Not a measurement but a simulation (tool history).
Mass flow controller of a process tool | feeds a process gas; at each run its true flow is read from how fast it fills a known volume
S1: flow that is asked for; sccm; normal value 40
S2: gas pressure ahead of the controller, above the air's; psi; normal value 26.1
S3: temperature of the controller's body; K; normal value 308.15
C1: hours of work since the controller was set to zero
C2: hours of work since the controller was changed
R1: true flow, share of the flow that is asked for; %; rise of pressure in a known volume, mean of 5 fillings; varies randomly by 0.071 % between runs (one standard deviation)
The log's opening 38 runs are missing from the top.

run      day  S1    S2      S3    C1    C2      R1
 39  536.654  17  26.1  295.15   918   918   98.92
 40  548.671  17  26.1  295.15  1109  1109   98.96
 41  561.192   7  23.8  299.15  1308  1308   99.51
 42  578.804   7  23.6  309.15  1589  1589  100.64
 43  594.796   7  23.6  309.15  1843  1843  100.67
 44  614.346   9  23.6  311.15  2154  2154  100.87
 45  631.971   9  23.6  311.15  2435  2435  101.05
 46  652.108   5  26.1  306.15  2755  2755  101.64
 47  666.071  15  26.1  308.15  2977  2977  100.77
 48  685.867  15  26.1  308.15  3292  3292  100.89
 49  704.479  40  21.2  301.15  3589  3589  100.44

Each row is a separate what-if for the run after 49, all from the same tool condition, not one after another. Results?
  A  714.45  47  21.2  301.15  3747  3747   ?
  B  714.45  40  21.2  300.15  3747  3747   ?
  C  714.45  40  26.1  310.15  3747  3747   ?

run      R1
  A  100.74
  B  100.49
  C  101.59
What these runs would have given with no unlogged condition in the tool:
run      R1
  A   99.76
  B   99.46
  C  100.57

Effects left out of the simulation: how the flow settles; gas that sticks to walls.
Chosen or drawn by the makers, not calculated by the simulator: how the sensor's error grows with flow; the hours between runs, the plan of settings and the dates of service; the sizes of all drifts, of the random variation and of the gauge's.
